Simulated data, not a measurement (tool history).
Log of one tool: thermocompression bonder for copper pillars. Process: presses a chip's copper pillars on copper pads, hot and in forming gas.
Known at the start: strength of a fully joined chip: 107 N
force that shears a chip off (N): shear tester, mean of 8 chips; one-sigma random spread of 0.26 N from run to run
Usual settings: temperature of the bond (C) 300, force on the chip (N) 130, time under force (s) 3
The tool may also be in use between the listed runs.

| run | hour | temperature of the bond (C) | force on the chip (N) | time under force (s) | force that shears a chip off (N) |
|---|---|---|---|---|---|
| 1 | 0.0 | 300 | 130 | 3 | 61.3 |
| 2 | 10.8 | 300 | 130 | 3 | 61.4 |
| 3 | 21.1 | 300 | 130 | 3 | 61.7 |
| 4 | 34.5 | 300 | 130 | 3 | 61.6 |
| 5 | 42.6 | 300 | 130 | 3 | 61.4 |
| 6 | 53.5 | 300 | 130 | 2 | 53.9 |
| 7 | 61.2 | 300 | 130 | 2 | 53.7 |
| 8 | 76.5 | 300 | 130 | 3 | 61.3 |
| 9 | 87.1 | 300 | 130 | 4 | 67.2 |
| 10 | 100.4 | 300 | 130 | 7 | 76.8 |
| 11 | 108.5 | 300 | 130 | 6 | 73.9 |
| 12 | 117.1 | 300 | 158 | 3 | 65.4 |
| 13 | 128.2 | 300 | 158 | 3 | 65.5 |
| 14 | 138.4 | 300 | 158 | 3 | 65.8 |
| 15 | 144.9 | 300 | 158 | 3 | 65.3 |
| 16 | 152.8 | 326 | 83 | 3 | 65.0 |
| 17 | 164.2 | 329 | 178 | 3 | 84.3 |
| 18 | 178.0 | 329 | 178 | 3 | 84.4 |
| 19 | 188.1 | 283 | 131 | 2 | 44.4 |
| 20 | 195.3 | 303 | 110 | 2 | 51.2 |
| 21 | 201.4 | 284 | 110 | 2 | 41.4 |
| 22 | 215.7 | 296 | 168 | 2 | 57.3 |
| 23 | 227.3 | 274 | 102 | 6 | 52.1 |

Results for each run, recomputed without the tool's hidden state and with each run's random variation untouched:
What the log doesn't record here: true temperature of the bond over the reading, C; force that reaches the chip, % of what is set; oxide that the forming gas leaves, % of the face; drift of the gauge itself on shear_n, %.
| run | force that shears a chip off (N) |
|---|---|
| 1 | 59.8 |
| 2 | 60.0 |
| 3 | 60.2 |
| 4 | 60.2 |
| 5 | 60.0 |
| 6 | 52.5 |
| 7 | 52.3 |
| 8 | 60.0 |
| 9 | 66.1 |
| 10 | 76.1 |
| 11 | 73.0 |
| 12 | 64.2 |
| 13 | 64.4 |
| 14 | 64.7 |
| 15 | 64.3 |
| 16 | 64.2 |
| 17 | 84.5 |
| 18 | 84.7 |
| 19 | 42.9 |
| 20 | 50.0 |
| 21 | 40.0 |
| 22 | 56.1 |
| 23 | 50.6 |
